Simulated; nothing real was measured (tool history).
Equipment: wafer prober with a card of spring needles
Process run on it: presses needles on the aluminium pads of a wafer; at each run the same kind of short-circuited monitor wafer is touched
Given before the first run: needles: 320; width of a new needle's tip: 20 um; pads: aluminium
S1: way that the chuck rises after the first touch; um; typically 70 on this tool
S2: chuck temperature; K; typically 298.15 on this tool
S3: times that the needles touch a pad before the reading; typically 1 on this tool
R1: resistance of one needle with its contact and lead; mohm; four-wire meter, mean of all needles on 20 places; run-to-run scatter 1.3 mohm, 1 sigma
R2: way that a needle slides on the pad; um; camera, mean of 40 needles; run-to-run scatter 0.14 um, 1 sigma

Run 1, hour 0: usual settings. Result: R1 106 mohm, R2 15.74 um.
At hour 9.4: tips cleaned on abrasive film.
At hour 21.2: tips cleaned on abrasive film.
At hour 32.9: tips cleaned on abrasive film.
At hour 44.7: tips cleaned on abrasive film.
Run 2, hour 50: usual settings but S2 356.15 K. Result: R1 117 mohm, R2 15.68 um.
At hour 54.7: tips cleaned on abrasive film.
At hour 66.5: tips cleaned on abrasive film.
At hour 78.2: tips cleaned on abrasive film.
At hour 90: tips cleaned on abrasive film.
At hour 101.7: tips cleaned on abrasive film.
At hour 113.5: tips cleaned on abrasive film.
At hour 122.9: tips cleaned on abrasive film.
Run 3, hour 122.9: usual settings but S2 330.15 K. Result: R1 114 mohm, R2 15.93 um.
At hour 134.1: tips cleaned on abrasive film.
At hour 145.8: tips cleaned on abrasive film.
At hour 157.6: tips cleaned on abrasive film.
At hour 169.3: tips cleaned on abrasive film.
At hour 181.1: tips cleaned on abrasive film.
At hour 190.5: tips cleaned on abrasive film.
Run 4, hour 191.9: usual settings but S2 330.15 K. Result: R1 113 mohm, R2 15.82 um.
At hour 201.3: tips cleaned on abrasive film.
At hour 210.7: tips cleaned on abrasive film.
At hour 222.5: tips cleaned on abrasive film.
At hour 231.9: tips cleaned on abrasive film.
At hour 243.6: tips cleaned on abrasive film.
Run 5, hour 252.4: usual settings. Result: R1 108 mohm, R2 15.55 um.
At hour 254.9: tips cleaned on abrasive film.
At hour 266.6: tips cleaned on abrasive film.
At hour 278.4: tips cleaned on abrasive film.
At hour 290.1: tips cleaned on abrasive film.
At hour 299.5: tips cleaned on abrasive film.
Run 6, hour 306.7: usual settings but S3 2. Result: R1 109 mohm, R2 15.81 um.
At hour 309.1: tips cleaned on abrasive film.
At hour 320.8: tips cleaned on abrasive film.
At hour 330.3: tips cleaned on abrasive film.
At hour 342: tips cleaned on abrasive film.
Run 7, hour 344.8: usual settings but S3 2. Result: R1 108 mohm, R2 15.81 um.
At hour 351.9: tips cleaned on abrasive film.
At hour 363.7: tips cleaned on abrasive film.
At hour 375.4: tips cleaned on abrasive film.
At hour 384.8: tips cleaned on abrasive film.
At hour 396.6: tips cleaned on abrasive film.
Run 8, hour 401.6: usual settings but S1 56 um, S3 2. Result: R1 111 mohm, R2 12.29 um.
At hour 406.4: tips cleaned on abrasive film.
At hour 418.1: tips cleaned on abrasive film.
At hour 429.9: tips cleaned on abrasive film.
At hour 441.6: tips cleaned on abrasive film.
At hour 453.4: tips cleaned on abrasive film.
At hour 465.1: tips cleaned on abrasive film.
At hour 476.9: tips cleaned on abrasive film.
At hour 487.1: tips cleaned on abrasive film.
Run 9, hour 487.1: usual settings but S1 56 um, S3 2. Result: R1 112 mohm, R2 12.47 um.
At hour 498.8: tips cleaned on abrasive film.
At hour 510.6: tips cleaned on abrasive film.
At hour 520: tips cleaned on abrasive film.
At hour 531.7: tips cleaned on abrasive film.
At hour 543.5: tips cleaned on abrasive film.
At hour 555.2: tips cleaned on abrasive film.
Run 10, hour 564: usual settings but S1 56 um, S3 2. Result: R1 111 mohm, R2 12.65 um.
At hour 566.4: tips cleaned on abrasive film.
At hour 575.9: tips cleaned on abrasive film.
At hour 587.6: tips cleaned on abrasive film.
At hour 599.4: tips cleaned on abrasive film.
At hour 611.1: tips cleaned on abrasive film.
At hour 622.9: tips cleaned on abrasive film.
At hour 634.6: tips cleaned on abrasive film.
At hour 644: tips cleaned on abrasive film.
Run 11, hour 649.4: usual settings but S1 67 um, S2 299.15 K, S3 2. Result: R1 109 mohm, R2 14.9 um.
At hour 654.1: tips cleaned on abrasive film.
At hour 656.8: height of the first contact set anew.
At hour 666.2: tips cleaned on abrasive film.
At hour 677.9: tips cleaned on abrasive film.
At hour 689.7: tips cleaned on abrasive film.
At hour 701.4: tips cleaned on abrasive film.
At hour 713.2: tips cleaned on abrasive film.
Run 12, hour 714: usual settings but S1 67 um, S2 299.15 K, S3 2. Result: R1 107 mohm, R2 14.91 um.
At hour 723.4: tips cleaned on abrasive film.
At hour 732.8: tips cleaned on abrasive film.
At hour 744.6: tips cleaned on abrasive film.
At hour 756.3: tips cleaned on abrasive film.
At hour 768.1: tips cleaned on abrasive film.
At hour 779.8: tips cleaned on abrasive film.
At hour 790.2: tips cleaned on abrasive film.
Run 13, hour 790.2: usual settings but S1 71 um, S2 316.15 K, S3 2. Result: R1 109 mohm, R2 16.2 um.
At hour 801.9: tips cleaned on abrasive film.
At hour 813.7: tips cleaned on abrasive film.
At hour 825.4: tips cleaned on abrasive film.
At hour 837.2: tips cleaned on abrasive film.
At hour 846.6: tips cleaned on abrasive film.
At hour 858.3: tips cleaned on abrasive film.
Run 14, hour 862.4: usual settings but S1 71 um, S2 316.15 K, S3 2. Result: R1 111 mohm, R2 16.06 um.
At hour 869.5: tips cleaned on abrasive film.
At hour 881.2: tips cleaned on abrasive film.
At hour 890.6: tips cleaned on abrasive film.
At hour 902.4: tips cleaned on abrasive film.
Run 15, hour 903.8: usual settings but S2 347.15 K. Result: R1 117 mohm, R2 15.63 um.
At hour 913.2: tips cleaned on abrasive film.
At hour 922.6: tips cleaned on abrasive film.
At hour 934.4: tips cleaned on abrasive film.
At hour 946.1: tips cleaned on abrasive film.
At hour 956.6: tips cleaned on abrasive film.
Run 16, hour 956.6: usual settings but S2 347.15 K. Result: R1 114 mohm, R2 15.91 um.
At hour 966.1: tips cleaned on abrasive film.
At hour 977.8: tips cleaned on abrasive film.
At hour 989.6: tips cleaned on abrasive film.
At hour 1001.3: tips cleaned on abrasive film.
At hour 1012.3: tips cleaned on abrasive film.
Run 17, hour 1012.3: usual settings but S1 84 um. Result: R1 104 mohm, R2 18.96 um.
At hour 1024.1: tips cleaned on abrasive film.
At hour 1035.8: tips cleaned on abrasive film.
At hour 1047.6: tips cleaned on abrasive film.
At hour 1059.3: tips cleaned on abrasive film.
At hour 1071.1: tips cleaned on abrasive film.
Run 18, hour 1072.9: usual settings but S1 54 um, S2 385.15 K. Result: R1 123 mohm, R2 12.22 um.
At hour 1082.3: tips cleaned on abrasive film.
At hour 1094.1: tips cleaned on abrasive film.
At hour 1103.5: tips cleaned on abrasive film.
At hour 1115.2: tips cleaned on abrasive film.
Run 19, hour 1120.8: usual settings but S1 53 um, S2 379.15 K. Result: R1 126 mohm, R2 11.8 um.
At hour 1125.6: tips cleaned on abrasive film.
At hour 1135: tips cleaned on abrasive film.
At hour 1146.8: tips cleaned on abrasive film.
At hour 1158.5: tips cleaned on abrasive film.
At hour 1170.2: tips cleaned on abrasive film.
At hour 1179.7: tips cleaned on abrasive film.
At hour 1191.4: tips cleaned on abrasive film.
At hour 1203.2: tips cleaned on abrasive film.
Run 20, hour 1204: usual settings but S1 53 um, S2 379.15 K. Result: R1 123 mohm, R2 12.07 um.

Here are 4 independent what-if runs from the current tool condition. What would each one return?
At hour 1213.5: tips cleaned on abrasive film.
At hour 1225.2: tips cleaned on abrasive film.
At hour 1237: tips cleaned on abrasive film.
At hour 1248.6: tips cleaned on abrasive film.
Run A, hour 1248.6: usual settings but S1 53 um, S2 379.15 K, S3 2. Result: R1 ?, R2 ?.
At hour 1213.5: tips cleaned on abrasive film.
At hour 1225.2: tips cleaned on abrasive film.
At hour 1237: tips cleaned on abrasive film.
At hour 1248.6: tips cleaned on abrasive film.
Run B, hour 1248.6: usual settings but S1 53 um, S2 354.15 K. Result: R1 ?, R2 ?.
At hour 1213.5: tips cleaned on abrasive film.
At hour 1225.2: tips cleaned on abrasive film.
At hour 1237: tips cleaned on abrasive film.
At hour 1248.6: tips cleaned on abrasive film.
Run C, hour 1248.6: usual settings but S1 87 um, S2 323.15 K, S3 2. Result: R1 ?, R2 ?.
At hour 1213.5: tips cleaned on abrasive film.
At hour 1225.2: tips cleaned on abrasive film.
At hour 1237: tips cleaned on abrasive film.
At hour 1248.6: tips cleaned on abrasive film.
Run D, hour 1248.6: usual settings but S1 53 um, S2 379.15 K. Result: R1 ?, R2 ?.

run   R1     R2
  A  124   11.8
  B  119  11.93
  C  109  19.41
  D  124  11.71
The same runs, with their run-to-run variation unchanged, on a tool lacking any hidden condition would have given:
run   R1     R2
  A  124   11.8
  B  119  11.93
  C  109  19.41
  D  124  11.71
